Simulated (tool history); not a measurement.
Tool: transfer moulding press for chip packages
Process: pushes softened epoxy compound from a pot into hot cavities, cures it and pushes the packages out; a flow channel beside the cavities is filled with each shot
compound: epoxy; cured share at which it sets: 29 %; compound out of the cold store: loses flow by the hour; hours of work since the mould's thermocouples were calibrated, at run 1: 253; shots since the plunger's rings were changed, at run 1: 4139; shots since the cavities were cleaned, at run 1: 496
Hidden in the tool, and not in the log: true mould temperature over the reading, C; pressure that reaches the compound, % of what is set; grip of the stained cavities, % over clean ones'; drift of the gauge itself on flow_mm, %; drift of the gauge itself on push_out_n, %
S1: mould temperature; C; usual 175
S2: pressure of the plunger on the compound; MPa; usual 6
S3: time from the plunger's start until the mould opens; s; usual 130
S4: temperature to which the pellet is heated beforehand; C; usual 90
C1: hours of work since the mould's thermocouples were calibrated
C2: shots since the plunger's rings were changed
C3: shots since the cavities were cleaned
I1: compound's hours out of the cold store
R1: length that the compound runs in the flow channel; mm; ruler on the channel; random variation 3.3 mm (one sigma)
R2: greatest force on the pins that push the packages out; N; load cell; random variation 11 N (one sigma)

run,hour,S1,S2,S3,S4,C1,C2,C3,I1,R1,R2
1,0,175,6,130,90,253,4139,496,25.2,855,618
2,18.4,175,6.78,130,90,262,4277,634,8.6,1010,676
# hour 33.4: cavities cleaned with cleaning compound and waxed
3,36.4,175,6.78,130,90,270,4402,23,36.6,837,500
4,56.6,182,6.78,130,90,280,4554,175,16.5,924,508
5,79,175,6,130,90,291,4722,343,30.8,817,586
6,90,175,6,130,90,296,4805,426,43.9,752,634
7,100.4,175,6,130,90,301,4884,505,27.2,838,649

The next listed run, before its measurement:
8,112.5,175,6,130,90,307,4975,596,27.2,?,?

R1: 835 mm
R2: 662 N
Without the tool's hidden state the same run would have given R1 874 mm, R2 486 N.
